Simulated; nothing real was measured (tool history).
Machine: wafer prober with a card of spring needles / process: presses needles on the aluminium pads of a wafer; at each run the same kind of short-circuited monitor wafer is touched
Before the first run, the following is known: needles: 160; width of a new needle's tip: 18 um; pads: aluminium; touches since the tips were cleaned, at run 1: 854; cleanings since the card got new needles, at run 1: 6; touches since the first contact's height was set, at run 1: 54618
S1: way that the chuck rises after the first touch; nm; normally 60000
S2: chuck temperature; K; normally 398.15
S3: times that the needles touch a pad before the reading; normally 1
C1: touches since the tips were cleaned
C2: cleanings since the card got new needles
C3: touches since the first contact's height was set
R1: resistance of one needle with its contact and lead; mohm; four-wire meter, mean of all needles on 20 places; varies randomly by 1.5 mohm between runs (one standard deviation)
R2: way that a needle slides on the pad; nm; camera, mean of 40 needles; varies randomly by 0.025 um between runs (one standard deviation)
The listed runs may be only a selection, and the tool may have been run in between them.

Run 1, hour 0.0: usual settings; C1 854; C2 6; C3 54618. Result: R1 159 mohm, R2 13770 nm.
Run 2, hour 8.3: usual settings but S3 2; C1 3657; C2 6; C3 57421. Result: R1 165 mohm, R2 13810 nm.
At hour 19.6: tips cleaned on abrasive film.
Run 3, hour 22.9: usual settings but S3 2; C1 1123; C2 7; C3 62337. Result: R1 200 mohm, R2 13770 nm.
Run 4, hour 39.6: usual settings but S3 2; C1 6752; C2 7; C3 67966. Result: R1 185 mohm, R2 13770 nm.
At hour 41.4: tips cleaned on abrasive film.
Run 5, hour 47.4: usual settings but S2 306.15 K; C1 2041; C2 8; C3 70584. Result: R1 173 mohm, R2 13770 nm.
Run 6, hour 57.8: usual settings but S2 306.15 K; C1 5544; C2 8; C3 74087. Result: R1 205 mohm, R2 13760 nm.
At hour 64.4: tips cleaned on abrasive film, once more.
Run 7, hour 69.6: usual settings; C1 1742; C2 9; C3 78027. Result: R1 173 mohm, R2 13700 nm.
Run 8, hour 80.6: usual settings; C1 5466; C2 9; C3 81751. Result: R1 203 mohm, R2 13740 nm.
At hour 86.9: tips cleaned on abrasive film.
Run 9, hour 95.2: usual settings but S3 2; C1 2809; C2 10; C3 86666. Result: R1 164 mohm, R2 13730 nm.
Run 10, hour 106.7: usual settings but S3 2; C1 6681; C2 10; C3 90538. Result: R1 181 mohm, R2 13740 nm.
At hour 109.1: tips cleaned on abrasive film.
Run 11, hour 124.2: usual settings but S3 2; C1 5092; C2 11; C3 96423. Result: R1 173 mohm, R2 13710 nm.
At hour 130.9: tips cleaned on abrasive film.
Run 12, hour 137.2: usual settings but S3 2; C1 2139; C2 12; C3 100788. Result: R1 160 mohm, R2 13760 nm.
Run 13, hour 150.9: usual settings but S3 2; C1 6771; C2 12; C3 105420. Result: R1 178 mohm, R2 13740 nm.
At hour 153.3: tips cleaned on abrasive film.
Run 14, hour 168.2: usual settings but S3 2; C1 5031; C2 13; C3 111205. Result: R1 177 mohm, R2 13660 nm.
At hour 176.1: tips cleaned on abrasive film.
Run 15, hour 181.5: usual settings but S3 2; C1 1797; C2 14; C3 115664. Result: R1 156 mohm, R2 13670 nm.
Run 16, hour 192.8: usual settings but S1 55000 nm, S2 309.15 K; C1 5617; C2 14; C3 119484. Result: R1 215 mohm, R2 12500 nm.
At hour 198.0: tips cleaned on abrasive film.
Run 17, hour 204.7: usual settings but S1 65000 nm, S2 352.15 K, S3 3; C1 2267; C2 15; C3 123498. Result: R1 141 mohm, R2 14820 nm.
Run 18, hour 213.5: usual settings but S1 55000 nm, S2 363.15 K; C1 5218; C2 15; C3 126449. Result: R1 213 mohm, R2 12480 nm.
At hour 220.0: tips cleaned on abrasive film.
Run 19, hour 230.5: usual settings but S1 62000 nm, S3 3; C1 3528; C2 16; C3 132156. Result: R1 152 mohm, R2 14120 nm.
At hour 242.7: tips cleaned on abrasive film.
Run 20, hour 247.6: usual settings but S1 62000 nm, S3 3; C1 1648; C2 17; C3 137908. Result: R1 147 mohm, R2 14110 nm.
Run 21, hour 261.8: usual settings but S1 41000 nm; C1 6444; C2 17; C3 142704. Result: R1 278 mohm, R2 9210 nm.
At hour 264.9: tips cleaned on abrasive film.
Run 22, hour 274.2: usual settings but S1 41000 nm; C1 3165; C2 18; C3 146883. Result: R1 247 mohm, R2 9190 nm.
Run 23, hour 281.7: usual settings but S2 384.15 K; C1 5670; C2 18; C3 149388. Result: R1 206 mohm, R2 13590 nm.
At hour 287.8: tips cleaned on abrasive film.
Run 24, hour 292.4: usual settings but S2 384.15 K; C1 1549; C2 19; C3 152988. Result: R1 168 mohm, R2 13600 nm.
Run 25, hour 307.4: usual settings but S2 384.15 K; C1 6599; C2 19; C3 158038. Result: R1 208 mohm, R2 13600 nm.

Below, some changes in R1 between adjacent runs. For each, the amount present without the hidden state too (settings, incoming material, random variation) and the amount remaining for the hidden state with gauge scatter not shared by both compared results:
Hidden state present: debris on the tips, nm; way that the needles fall short of the set height, um; tips' diameter, um; drift of the gauge itself on contact_mohm, %; drift of the gauge itself on scrub_um, %.
Run 16 -> 17: S1 55000 -> 65000, S2 309.15 -> 352.15, S3 1 -> 3, tips cleaned on abrasive film. R1 -74 mohm: hidden state -78, all else +4.
Run 20 -> 21: S1 62000 -> 41000, S3 3 -> 1. R1 +131 mohm: hidden state +126, all else +5.
